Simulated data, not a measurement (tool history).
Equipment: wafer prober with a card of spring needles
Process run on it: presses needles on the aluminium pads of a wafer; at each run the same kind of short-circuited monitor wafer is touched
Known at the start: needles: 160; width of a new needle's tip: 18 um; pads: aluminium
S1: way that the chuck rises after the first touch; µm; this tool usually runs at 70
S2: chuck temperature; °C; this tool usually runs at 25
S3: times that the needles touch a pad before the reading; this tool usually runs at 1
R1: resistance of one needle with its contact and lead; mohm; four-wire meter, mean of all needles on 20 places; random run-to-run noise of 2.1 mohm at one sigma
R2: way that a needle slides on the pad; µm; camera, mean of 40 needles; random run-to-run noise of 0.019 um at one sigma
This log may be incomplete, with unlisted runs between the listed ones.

Run 1, hour 0.0: usual settings. Result: R1 272 mohm, R2 9.43 µm.
At hour 12.5: tips cleaned on abrasive film.
Run 2, hour 14.3: usual settings. Result: R1 297 mohm, R2 9.41 µm.
At hour 25.2: tips cleaned on abrasive film.
At hour 38.2: tips cleaned on abrasive film.
Run 3, hour 41.9: usual settings. Result: R1 324 mohm, R2 9.42 µm.
At hour 51.8: tips cleaned on abrasive film.
At hour 64.3: tips cleaned on abrasive film.
Run 4, hour 66.2: usual settings. Result: R1 306 mohm, R2 9.40 µm.
At hour 76.2: tips cleaned on abrasive film.
At hour 89.5: tips cleaned on abrasive film.
Run 5, hour 97.7: usual settings. Result: R1 348 mohm, R2 9.38 µm.
At hour 101.5: tips cleaned on abrasive film.
At hour 115.0: tips cleaned on abrasive film.
Run 6, hour 115.0: usual settings but S2 79 °C. Result: R1 254 mohm, R2 9.34 µm.
At hour 128.1: tips cleaned on abrasive film.
Run 7, hour 133.0: usual settings but S2 79 °C. Result: R1 351 mohm, R2 9.38 µm.
At hour 140.2: tips cleaned on abrasive film.
Run 8, hour 149.8: usual settings but S1 62 µm. Result: R1 388 mohm, R2 8.25 µm.
At hour 152.2: tips cleaned on abrasive film.
At hour 165.6: tips cleaned on abrasive film.
Run 9, hour 165.6: usual settings but S2 32 °C. Result: R1 240 mohm, R2 9.33 µm.
At hour 177.4: height of the first contact set anew.
At hour 179.8: tips cleaned on abrasive film.
Run 10, hour 183.2: usual settings but S2 32 °C. Result: R1 325 mohm, R2 9.28 µm.
At hour 193.3: tips cleaned on abrasive film.
Run 11, hour 200.7: usual settings but S2 32 °C. Result: R1 350 mohm, R2 9.30 µm.
At hour 207.4: tips cleaned on abrasive film.
At hour 221.8: tips cleaned on abrasive film.
Run 12, hour 229.1: usual settings. Result: R1 350 mohm, R2 9.24 µm.
At hour 234.0: tips cleaned on abrasive film.
At hour 246.0: tips cleaned on abrasive film.
Run 13, hour 257.1: usual settings but S1 89 µm, S2 96 °C, S3 3. Result: R1 277 mohm, R2 11.83 µm.
At hour 260.0: tips cleaned on abrasive film.
At hour 272.0: tips cleaned on abrasive film.
Run 14, hour 275.5: usual settings. Result: R1 323 mohm, R2 9.22 µm.
At hour 285.7: tips cleaned on abrasive film.
Run 15, hour 294.6: usual settings but S2 50 °C, S3 2. Result: R1 312 mohm, R2 9.23 µm.
At hour 300.1: tips cleaned on abrasive film.
Run 16, hour 310.9: usual settings but S2 50 °C, S3 2. Result: R1 311 mohm, R2 9.22 µm.
At hour 313.6: tips cleaned on abrasive film.
At hour 325.7: tips cleaned on abrasive film.
Run 17, hour 331.1: usual settings but S2 116 °C, S3 2. Result: R1 314 mohm, R2 9.22 µm.
At hour 336.7: height of the first contact set anew, once more.
At hour 339.6: tips cleaned on abrasive film.
At hour 351.6: tips cleaned on abrasive film.
Run 18, hour 359.6: usual settings but S2 116 °C, S3 2. Result: R1 319 mohm, R2 9.49 µm.

Alternative continuations, all from the tool just after run 18; predict every row:
At hour 364.5: tips cleaned on abrasive film.
Run A, hour 374.4: usual settings but S1 64 µm, S3 2. Result: R1 ?, R2 ?.
At hour 364.5: tips cleaned on abrasive film.
Run B, hour 374.4: usual settings but S1 57 µm, S2 116 °C, S3 2. Result: R1 ?, R2 ?.
At hour 364.5: tips cleaned on abrasive film.
Run C, hour 374.4: usual settings but S2 116 °C, S3 2. Result: R1 ?, R2 ?.

run   R1    R2
  A  312  8.68
  B  347  7.75
  C  315  9.50
Without the tool's unlogged condition, the same runs would have read:
run   R1    R2
  A  227  8.70
  B  255  7.77
  C  252  9.52

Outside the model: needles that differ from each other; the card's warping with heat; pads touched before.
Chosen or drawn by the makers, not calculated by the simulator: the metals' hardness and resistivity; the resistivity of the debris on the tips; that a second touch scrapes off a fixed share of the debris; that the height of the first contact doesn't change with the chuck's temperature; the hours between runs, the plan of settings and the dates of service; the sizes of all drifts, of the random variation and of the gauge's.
